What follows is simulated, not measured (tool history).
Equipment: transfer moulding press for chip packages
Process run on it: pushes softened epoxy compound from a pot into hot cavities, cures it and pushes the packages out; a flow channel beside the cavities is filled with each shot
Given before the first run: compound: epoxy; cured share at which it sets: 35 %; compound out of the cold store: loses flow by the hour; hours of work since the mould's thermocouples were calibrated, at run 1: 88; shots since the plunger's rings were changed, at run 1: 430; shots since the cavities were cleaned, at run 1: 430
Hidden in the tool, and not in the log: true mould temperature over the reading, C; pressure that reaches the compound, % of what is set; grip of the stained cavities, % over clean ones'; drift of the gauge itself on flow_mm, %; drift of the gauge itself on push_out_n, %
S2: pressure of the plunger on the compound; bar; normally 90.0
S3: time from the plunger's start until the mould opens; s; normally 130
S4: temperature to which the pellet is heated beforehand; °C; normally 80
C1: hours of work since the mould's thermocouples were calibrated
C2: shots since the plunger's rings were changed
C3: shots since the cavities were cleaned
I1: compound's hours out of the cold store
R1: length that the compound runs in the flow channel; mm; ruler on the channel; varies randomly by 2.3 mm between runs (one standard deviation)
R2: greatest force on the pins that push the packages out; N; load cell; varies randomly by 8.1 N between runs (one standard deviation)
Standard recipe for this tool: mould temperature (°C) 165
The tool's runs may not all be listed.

run 1 hour=0.0 | mould_temperature_(°C)=165 S2=90.0 S3=130 S4=80 | C1=88 C2=430 C3=430 | I1=10.6 | R1=635 R2=489
run 2 hour=43.2 | mould_temperature_(°C)=165 S2=90.0 S3=130 S4=80 | C1=115 C2=808 C3=808 | I1=34.5 | R1=588 R2=529
run 3 hour=65.7 | mould_temperature_(°C)=165 S2=90.0 S3=130 S4=80 | C1=129 C2=1005 C3=1005 | I1=32.7 | R1=599 R2=539
-- hour=85.5 cavities cleaned with cleaning compound and waxed
run 4 hour=91.6 | mould_temperature_(°C)=165 S2=90.0 S3=130 S4=80 | C1=144 C2=1219 C3=54 | I1=31.1 | R1=594 R2=384
run 5 hour=125.7 | mould_temperature_(°C)=165 S2=90.0 S3=130 S4=80 | C1=166 C2=1517 C3=352 | I1=32.6 | R1=592 R2=475
run 6 hour=144.7 | mould_temperature_(°C)=165 S2=90.0 S3=130 S4=80 | C1=177 C2=1684 C3=519 | I1=42.1 | R1=578 R2=519
run 7 hour=168.1 | mould_temperature_(°C)=165 S2=90.0 S3=130 S4=80 | C1=192 C2=1888 C3=723 | I1=44.6 | R1=572 R2=520
run 8 hour=203.4 | mould_temperature_(°C)=165 S2=90.0 S3=130 S4=80 | C1=214 C2=2197 C3=1032 | I1=36.7 | R1=580 R2=527
-- hour=218.9 cavities cleaned with cleaning compound and waxed
run 9 hour=241.8 | mould_temperature_(°C)=165 S2=90.0 S3=130 S4=80 | C1=237 C2=2520 C3=200 | I1=28.9 | R1=589 R2=448
run 10 hour=288.4 | mould_temperature_(°C)=165 S2=90.0 S3=139 S4=80 | C1=266 C2=2928 C3=608 | I1=19.4 | R1=604 R2=506
run 11 hour=333.8 | mould_temperature_(°C)=165 S2=90.0 S3=139 S4=80 | C1=295 C2=3325 C3=1005 | I1=35.8 | R1=575 R2=516
-- hour=352.3 cavities cleaned with cleaning compound and waxed
run 12 hour=362.7 | mould_temperature_(°C)=165 S2=90.0 S3=139 S4=80 | C1=312 C2=3565 C3=91 | I1=18.9 | R1=594 R2=389
run 13 hour=383.8 | mould_temperature_(°C)=165 S2=90.0 S3=139 S4=80 | C1=325 C2=3750 C3=276 | I1=20.2 | R1=594 R2=447
-- hour=389.0 mould's thermocouples calibrated
run 14 hour=411.2 | mould_temperature_(°C)=165 S2=90.0 S3=139 S4=80 | C1=14 C2=3972 C3=498 | I1=33.9 | R1=569 R2=480
run 15 hour=451.3 | mould_temperature_(°C)=168 S2=71.4 S3=110 S4=77 | C1=39 C2=4323 C3=849 | I1=11.7 | R1=527 R2=588
run 16 hour=482.6 | mould_temperature_(°C)=158 S2=90.0 S3=120 S4=87 | C1=58 C2=4597 C3=1123 | I1=14.8 | R1=603 R2=909
-- hour=490.2 cavities cleaned with cleaning compound and waxed
run 17 hour=514.7 | mould_temperature_(°C)=158 S2=90.0 S3=120 S4=87 | C1=78 C2=4865 C3=215 | I1=14.4 | R1=602 R2=716
run 18 hour=544.9 | mould_temperature_(°C)=165 S2=73.4 S3=130 S4=80 | C1=96 C2=5129 C3=479 | I1=24.4 | R1=517 R2=499
-- hour=576.8 plunger's sealing rings changed
run 19 hour=581.6 | mould_temperature_(°C)=165 S2=94.2 S3=130 S4=80 | C1=118 C2=42 C3=778 | I1=20.8 | R1=643 R2=528
-- hour=625.8 cavities cleaned with cleaning compound and waxed
run 20 hour=628.6 | mould_temperature_(°C)=171 S2=70.5 S3=117 S4=70 | C1=146 C2=440 C3=24 | I1=46.7 | R1=509 R2=358
run 21 hour=656.8 | mould_temperature_(°C)=171 S2=70.5 S3=161 S4=80 | C1=164 C2=688 C3=272 | I1=21.2 | R1=537 R2=414
run 22 hour=697.5 | mould_temperature_(°C)=171 S2=70.5 S3=161 S4=80 | C1=189 C2=1044 C3=628 | I1=9.4 | R1=553 R2=479
run 23 hour=719.7 | mould_temperature_(°C)=166 S2=85.6 S3=157 S4=80 | C1=203 C2=1238 C3=822 | I1=12.7 | R1=613 R2=505
run 24 hour=750.9 | mould_temperature_(°C)=166 S2=89.9 S3=120 S4=82 | C1=223 C2=1511 C3=1095 | I1=25.9 | R1=601 R2=578
-- hour=758.7 cavities cleaned with cleaning compound and waxed
run 25 hour=787.8 | mould_temperature_(°C)=166 S2=89.9 S3=120 S4=82 | C1=245 C2=1821 C3=255 | I1=27.2 | R1=595 R2=474

What does the tool deliver on the next run?
run 26 hour=829.2 | mould_temperature_(°C)=165 S2=79.5 S3=152 S4=88 | C1=271 C2=2183 C3=617 | I1=36.2 | R1=? R2=?

Run 26 gave R1 551 mm, R2 490 N.
Take away the tool's hidden state, keep the run-to-run variation as it was, and the same run would have given R1 569 mm, R2 327 N.

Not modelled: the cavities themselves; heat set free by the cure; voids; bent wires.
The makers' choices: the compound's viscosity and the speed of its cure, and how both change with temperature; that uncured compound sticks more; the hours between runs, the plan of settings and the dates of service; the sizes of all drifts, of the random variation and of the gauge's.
